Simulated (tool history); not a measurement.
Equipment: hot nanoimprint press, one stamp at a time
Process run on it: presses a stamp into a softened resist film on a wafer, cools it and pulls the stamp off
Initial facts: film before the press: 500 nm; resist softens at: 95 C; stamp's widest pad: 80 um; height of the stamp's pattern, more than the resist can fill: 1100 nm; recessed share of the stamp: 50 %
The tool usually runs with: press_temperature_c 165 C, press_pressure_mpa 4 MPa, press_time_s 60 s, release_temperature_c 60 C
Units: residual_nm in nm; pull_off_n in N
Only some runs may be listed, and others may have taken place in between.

{"run": 1, "hour": 0.0, "press_temperature_c": 165, "press_pressure_mpa": 4, "press_time_s": 60, "release_temperature_c": 60, "residual_nm": 288.6, "pull_off_n": 126}
{"run": 2, "hour": 61.1, "press_temperature_c": 165, "press_pressure_mpa": 4, "press_time_s": 60, "release_temperature_c": 60, "residual_nm": 289.1, "pull_off_n": 125}
{"run": 3, "hour": 140.6, "press_temperature_c": 165, "press_pressure_mpa": 4, "press_time_s": 60, "release_temperature_c": 60, "residual_nm": 289.7, "pull_off_n": 128}
{"run": 4, "hour": 185.8, "press_temperature_c": 155, "press_pressure_mpa": 4, "press_time_s": 60, "release_temperature_c": 60, "residual_nm": 408, "pull_off_n": 132}
{"run": 5, "hour": 246.3, "press_temperature_c": 155, "press_pressure_mpa": 4, "press_time_s": 60, "release_temperature_c": 47, "residual_nm": 408.5, "pull_off_n": 185}
{"run": 6, "hour": 290.9, "press_temperature_c": 155, "press_pressure_mpa": 4, "press_time_s": 60, "release_temperature_c": 47, "residual_nm": 404.9, "pull_off_n": 193}
{"run": 7, "hour": 377.1, "press_temperature_c": 165, "press_pressure_mpa": 4, "press_time_s": 60, "release_temperature_c": 60, "residual_nm": 286.7, "pull_off_n": 140}
{"hour": 426.9, "done": "stamp cleaned and given a new release coat"}
{"run": 8, "hour": 443.5, "press_temperature_c": 165, "press_pressure_mpa": 4, "press_time_s": 60, "release_temperature_c": 60, "residual_nm": 282.9, "pull_off_n": 125}
{"run": 9, "hour": 502.0, "press_temperature_c": 165, "press_pressure_mpa": 4, "press_time_s": 60, "release_temperature_c": 60, "residual_nm": 285.9, "pull_off_n": 126}
{"run": 10, "hour": 575.3, "press_temperature_c": 165, "press_pressure_mpa": 4, "press_time_s": 60, "release_temperature_c": 60, "residual_nm": 285, "pull_off_n": 131}
{"run": 11, "hour": 650.9, "press_temperature_c": 165, "press_pressure_mpa": 4, "press_time_s": 60, "release_temperature_c": 60, "residual_nm": 282.4, "pull_off_n": 130}
{"hour": 716.1, "done": "plate thermocouple calibrated"}
{"run": 12, "hour": 732.3, "press_temperature_c": 165, "press_pressure_mpa": 4, "press_time_s": 60, "release_temperature_c": 56, "residual_nm": 279.4, "pull_off_n": 151}
{"run": 13, "hour": 788.1, "press_temperature_c": 165, "press_pressure_mpa": 4, "press_time_s": 60, "release_temperature_c": 56, "residual_nm": 276.2, "pull_off_n": 152}
{"hour": 861.8, "done": "stamp cleaned and given a new release coat"}
{"run": 14, "hour": 888.8, "press_temperature_c": 165, "press_pressure_mpa": 4, "press_time_s": 60, "release_temperature_c": 56, "residual_nm": 279.4, "pull_off_n": 135}
{"run": 15, "hour": 934.7, "press_temperature_c": 165, "press_pressure_mpa": 4, "press_time_s": 60, "release_temperature_c": 60, "residual_nm": 277.3, "pull_off_n": 123}
{"run": 16, "hour": 982.4, "press_temperature_c": 165, "press_pressure_mpa": 4, "press_time_s": 61, "release_temperature_c": 60, "residual_nm": 273.7, "pull_off_n": 126}
{"run": 17, "hour": 1072.5, "press_temperature_c": 165, "press_pressure_mpa": 4, "press_time_s": 61, "release_temperature_c": 60, "residual_nm": 274.1, "pull_off_n": 126}
{"run": 18, "hour": 1138.5, "press_temperature_c": 165, "press_pressure_mpa": 4, "press_time_s": 61, "release_temperature_c": 60, "residual_nm": 272.3, "pull_off_n": 130}
{"run": 19, "hour": 1216.9, "press_temperature_c": 168, "press_pressure_mpa": 5.22, "press_time_s": 45, "release_temperature_c": 66, "residual_nm": 239.5, "pull_off_n": 113}
{"hour": 1226.9, "done": "plate thermocouple calibrated, once more"}
{"hour": 1296.6, "done": "stamp cleaned and given a new release coat"}
{"run": 20, "hour": 1319.9, "press_temperature_c": 168, "press_pressure_mpa": 5.22, "press_time_s": 45, "release_temperature_c": 66, "residual_nm": 260.6, "pull_off_n": 105}
{"run": 21, "hour": 1366.8, "press_temperature_c": 168, "press_pressure_mpa": 5.22, "press_time_s": 45, "release_temperature_c": 66, "residual_nm": 262.1, "pull_off_n": 108}
{"run": 22, "hour": 1453.8, "press_temperature_c": 172, "press_pressure_mpa": 5.22, "press_time_s": 88, "release_temperature_c": 55, "residual_nm": 167.2, "pull_off_n": 150}
{"run": 23, "hour": 1504.9, "press_temperature_c": 172, "press_pressure_mpa": 5.22, "press_time_s": 88, "release_temperature_c": 55, "residual_nm": 166.2, "pull_off_n": 152}
{"run": 24, "hour": 1589.1, "press_temperature_c": 165, "press_pressure_mpa": 4, "press_time_s": 92, "release_temperature_c": 56, "residual_nm": 254.9, "pull_off_n": 162}
{"run": 25, "hour": 1672.9, "press_temperature_c": 165, "press_pressure_mpa": 4, "press_time_s": 92, "release_temperature_c": 56, "residual_nm": 253.7, "pull_off_n": 156}
{"hour": 1730.5, "done": "stamp cleaned and given a new release coat"}
{"run": 26, "hour": 1751.6, "press_temperature_c": 175, "press_pressure_mpa": 4, "press_time_s": 58, "release_temperature_c": 49, "residual_nm": 189.4, "pull_off_n": 159}
{"hour": 1775.2, "done": "press's hydraulic seals changed and the load cell set to zero"}
{"run": 27, "hour": 1834.8, "press_temperature_c": 160, "press_pressure_mpa": 2.89, "press_time_s": 60, "release_temperature_c": 60, "residual_nm": 376, "pull_off_n": 131}
{"run": 28, "hour": 1911.5, "press_temperature_c": 156, "press_pressure_mpa": 3.82, "press_time_s": 34, "release_temperature_c": 54, "residual_nm": 430.8, "pull_off_n": 155}
{"hour": 1955.5, "done": "plate thermocouple calibrated"}
{"run": 29, "hour": 1978.8, "press_temperature_c": 156, "press_pressure_mpa": 3.82, "press_time_s": 34, "release_temperature_c": 54, "residual_nm": 438, "pull_off_n": 161}
{"run": 30, "hour": 2062.0, "press_temperature_c": 156, "press_pressure_mpa": 2.95, "press_time_s": 50, "release_temperature_c": 54, "residual_nm": 436, "pull_off_n": 165}

Predict each of these 3 candidate next runs independently; none follows another, all start after run 30:
{"run": "A", "hour": 2114.9, "press_temperature_c": 168, "press_pressure_mpa": 4, "press_time_s": 34, "release_temperature_c": 60, "residual_nm": "?", "pull_off_n": "?"}
{"run": "B", "hour": 2114.9, "press_temperature_c": 165, "press_pressure_mpa": 2.77, "press_time_s": 93, "release_temperature_c": 60, "residual_nm": "?", "pull_off_n": "?"}
{"run": "C", "hour": 2114.9, "press_temperature_c": 174, "press_pressure_mpa": 5.62, "press_time_s": 60, "release_temperature_c": 60, "residual_nm": "?", "pull_off_n": "?"}

run=A residual_nm=311.1 pull_off_n=145
run=B residual_nm=294.7 pull_off_n=147
run=C residual_nm=167.2 pull_off_n=146
Had the tool no hidden state, the same runs would have come out as:
run=A residual_nm=307.5 pull_off_n=125
run=B residual_nm=291.5 pull_off_n=127
run=C residual_nm=164.1 pull_off_n=126
